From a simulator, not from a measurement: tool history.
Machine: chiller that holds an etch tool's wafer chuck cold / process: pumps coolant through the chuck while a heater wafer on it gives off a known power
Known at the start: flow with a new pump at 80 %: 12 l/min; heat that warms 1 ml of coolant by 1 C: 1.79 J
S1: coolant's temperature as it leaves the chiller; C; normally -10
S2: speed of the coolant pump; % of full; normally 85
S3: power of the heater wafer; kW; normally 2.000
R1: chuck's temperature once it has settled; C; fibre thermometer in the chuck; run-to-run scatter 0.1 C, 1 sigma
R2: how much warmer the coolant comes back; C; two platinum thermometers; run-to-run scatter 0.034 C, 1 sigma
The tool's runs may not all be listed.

run    hour   S1  S2     S3    R1    R2
  1     0.0  -10  85  2.000   7.6  5.30
  2    73.2  -10  85  2.000   7.5  5.29
  3   187.5  -10  85  2.000   7.6  5.19
  4   260.7  -10  85  2.740  14.0  7.10
  5   363.7  -10  85  2.740  14.0  7.16
  6   485.8  -10  85  2.740  13.9  7.18
  7   569.3  -10  85  1.887   6.4  4.96
  8   700.2  -18  90  1.099  -8.6  2.65
  9   867.2  -16  85  2.000   1.4  5.17
 10  1001.0  -16  85  2.000   1.6  5.10
 11  1165.7  -16  85  2.000   1.4  5.15

Taken out of this log: 2 entries between the listed runs. Where each belongs, and how the hidden state differs across it:
From run 8 to run 9: chiller's thermometer calibrated (hour 867.2)
  drift of the gauge itself on warmer_back_c, C: -0.08 -> -0.1
  measured value less the no-hidden-state value, R2: -0.08 -> -0.09 C
From run 10 to run 11: coolant pump overhauled (hour 1107.2)
  flow at a given pump speed, % of a new pump's: 99.9 -> 100; drift of the gauge itself on warmer_back_c, C: -0.11 -> -0.13
  measured value less the no-hidden-state value, R2: -0.11 -> -0.13 C

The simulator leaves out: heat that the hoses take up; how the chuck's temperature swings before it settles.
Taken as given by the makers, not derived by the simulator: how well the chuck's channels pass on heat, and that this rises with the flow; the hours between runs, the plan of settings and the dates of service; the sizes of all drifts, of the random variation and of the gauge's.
